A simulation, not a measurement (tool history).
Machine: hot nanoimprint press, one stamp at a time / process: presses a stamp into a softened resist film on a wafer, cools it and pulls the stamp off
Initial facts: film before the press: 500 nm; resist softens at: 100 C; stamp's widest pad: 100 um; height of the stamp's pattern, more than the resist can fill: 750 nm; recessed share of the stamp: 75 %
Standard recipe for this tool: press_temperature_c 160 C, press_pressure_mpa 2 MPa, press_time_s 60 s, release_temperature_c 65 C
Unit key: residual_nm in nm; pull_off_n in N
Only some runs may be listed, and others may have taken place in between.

{"run": 1, "hour": 0.0, "press_temperature_c": 160, "press_pressure_mpa": 2, "press_time_s": 60, "release_temperature_c": 65, "residual_nm": 266.6, "pull_off_n": 218}
{"hour": 38.5, "done": "press's hydraulic seals changed and the load cell set to zero"}
{"run": 2, "hour": 40.6, "press_temperature_c": 160, "press_pressure_mpa": 2, "press_time_s": 60, "release_temperature_c": 65, "residual_nm": 266.6, "pull_off_n": 221}
{"run": 3, "hour": 97.2, "press_temperature_c": 160, "press_pressure_mpa": 2, "press_time_s": 60, "release_temperature_c": 65, "residual_nm": 265.6, "pull_off_n": 231}
{"run": 4, "hour": 166.6, "press_temperature_c": 160, "press_pressure_mpa": 2, "press_time_s": 60, "release_temperature_c": 65, "residual_nm": 269.4, "pull_off_n": 231}
{"run": 5, "hour": 203.1, "press_temperature_c": 160, "press_pressure_mpa": 2, "press_time_s": 60, "release_temperature_c": 65, "residual_nm": 270.7, "pull_off_n": 217}
{"run": 6, "hour": 278.9, "press_temperature_c": 160, "press_pressure_mpa": 2, "press_time_s": 60, "release_temperature_c": 65, "residual_nm": 266.7, "pull_off_n": 236}
{"run": 7, "hour": 350.5, "press_temperature_c": 160, "press_pressure_mpa": 2, "press_time_s": 60, "release_temperature_c": 65, "residual_nm": 266.0, "pull_off_n": 221}
{"run": 8, "hour": 387.4, "press_temperature_c": 160, "press_pressure_mpa": 2, "press_time_s": 60, "release_temperature_c": 65, "residual_nm": 268.8, "pull_off_n": 227}
{"run": 9, "hour": 445.1, "press_temperature_c": 160, "press_pressure_mpa": 2, "press_time_s": 60, "release_temperature_c": 51, "residual_nm": 267.5, "pull_off_n": 319}
{"run": 10, "hour": 486.6, "press_temperature_c": 160, "press_pressure_mpa": 2, "press_time_s": 112, "release_temperature_c": 51, "residual_nm": 211.9, "pull_off_n": 320}
{"hour": 502.6, "done": "stamp cleaned and given a new release coat"}
{"run": 11, "hour": 525.4, "press_temperature_c": 163, "press_pressure_mpa": 2, "press_time_s": 60, "release_temperature_c": 65, "residual_nm": 227.3, "pull_off_n": 222}
{"hour": 579.5, "done": "plate thermocouple calibrated"}
{"run": 12, "hour": 596.8, "press_temperature_c": 163, "press_pressure_mpa": 2, "press_time_s": 60, "release_temperature_c": 65, "residual_nm": 226.8, "pull_off_n": 232}
{"run": 13, "hour": 673.0, "press_temperature_c": 163, "press_pressure_mpa": 2, "press_time_s": 60, "release_temperature_c": 65, "residual_nm": 224.2, "pull_off_n": 226}

Run 14 comes next. What will it give?
{"run": 14, "hour": 726.8, "press_temperature_c": 163, "press_pressure_mpa": 2, "press_time_s": 60, "release_temperature_c": 65, "residual_nm": "?", "pull_off_n": "?"}

Run 14 came out at residual_nm 227.9 nm, pull_off_n 220 N.
The same run, on a tool lacking any hidden state, would have yielded residual_nm 227.9 nm, pull_off_n 219 N.
